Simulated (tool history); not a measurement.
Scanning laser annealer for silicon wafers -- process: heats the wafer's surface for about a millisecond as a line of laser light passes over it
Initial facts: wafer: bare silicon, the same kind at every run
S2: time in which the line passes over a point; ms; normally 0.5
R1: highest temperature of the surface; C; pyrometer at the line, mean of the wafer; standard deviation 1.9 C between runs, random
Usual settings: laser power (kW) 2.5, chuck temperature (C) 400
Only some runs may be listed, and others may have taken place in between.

Run 1, hour 0: usual settings. Result: R1 1121 C.
Run 2, hour 4.5: usual settings. Result: R1 1125 C.
Run 3, hour 12.1: usual settings. Result: R1 1125 C.
Run 4, hour 18.7: usual settings. Result: R1 1117 C.
Run 5, hour 24.9: usual settings but S2 0.45 ms. Result: R1 1085 C.
Run 6, hour 32.8: usual settings but S2 0.45 ms, chuck temperature (C) 424. Result: R1 1106 C.
Run 7, hour 39.7: usual settings but chuck temperature (C) 415. Result: R1 1135 C.
Run 8, hour 48.1: usual settings but chuck temperature (C) 415. Result: R1 1139 C.
Run 9, hour 56.1: usual settings but chuck temperature (C) 415. Result: R1 1137 C.
Run 10, hour 65.2: usual settings but chuck temperature (C) 415. Result: R1 1137 C.
Run 11, hour 73: usual settings but chuck temperature (C) 415. Result: R1 1139 C.
Run 12, hour 78.8: usual settings but chuck temperature (C) 415. Result: R1 1137 C.
Run 13, hour 84.1: usual settings but laser power (kW) 2.141, S2 0.495 ms, chuck temperature (C) 397. Result: R1 1011 C.
Run 14, hour 88.6: usual settings but laser power (kW) 2.188, S2 0.495 ms, chuck temperature (C) 410. Result: R1 1037 C.
Run 15, hour 93.9: usual settings but chuck temperature (C) 386. Result: R1 1108 C.
Run 16, hour 98.5: usual settings but laser power (kW) 2.617, chuck temperature (C) 386. Result: R1 1147 C.
Run 17, hour 103.8: usual settings but laser power (kW) 2.617, chuck temperature (C) 386. Result: R1 1143 C.
Run 18, hour 109.4: usual settings but laser power (kW) 2.617, chuck temperature (C) 386. Result: R1 1148 C.
Run 19, hour 116.2: usual settings but laser power (kW) 2.617, chuck temperature (C) 386. Result: R1 1146 C.
Run 20, hour 120.3: usual settings but laser power (kW) 2.627, S2 0.402 ms, chuck temperature (C) 386. Result: R1 1065 C.
Run 21, hour 129.4: usual settings but laser power (kW) 2.627, S2 0.402 ms, chuck temperature (C) 386. Result: R1 1068 C.
Run 22, hour 136.1: usual settings but laser power (kW) 2.232, S2 0.39 ms, chuck temperature (C) 432. Result: R1 997 C.
Run 23, hour 143.1: usual settings but laser power (kW) 2.232, S2 0.39 ms, chuck temperature (C) 432. Result: R1 997 C.
Run 24, hour 148.5: usual settings but laser power (kW) 2.323, S2 0.596 ms, chuck temperature (C) 427. Result: R1 1160 C.

Each row is a separate what-if for the run after 24, all from the same tool condition, not one after another. Results?
Run A, hour 156.8: usual settings but laser power (kW) 2.587, S2 0.596 ms, chuck temperature (C) 427. Result: R1 ?.
Run B, hour 156.8: usual settings but laser power (kW) 2.35, S2 0.595 ms, chuck temperature (C) 373. Result: R1 ?.
Run C, hour 156.8: usual settings but laser power (kW) 2.323, S2 0.375 ms, chuck temperature (C) 427. Result: R1 ?.

run    R1
  A  1244
  B  1117
  C  1009
With the hidden condition removed and each run's random variation left untouched, the same runs would have given:
run    R1
  A  1245
  B  1117
  C  1009
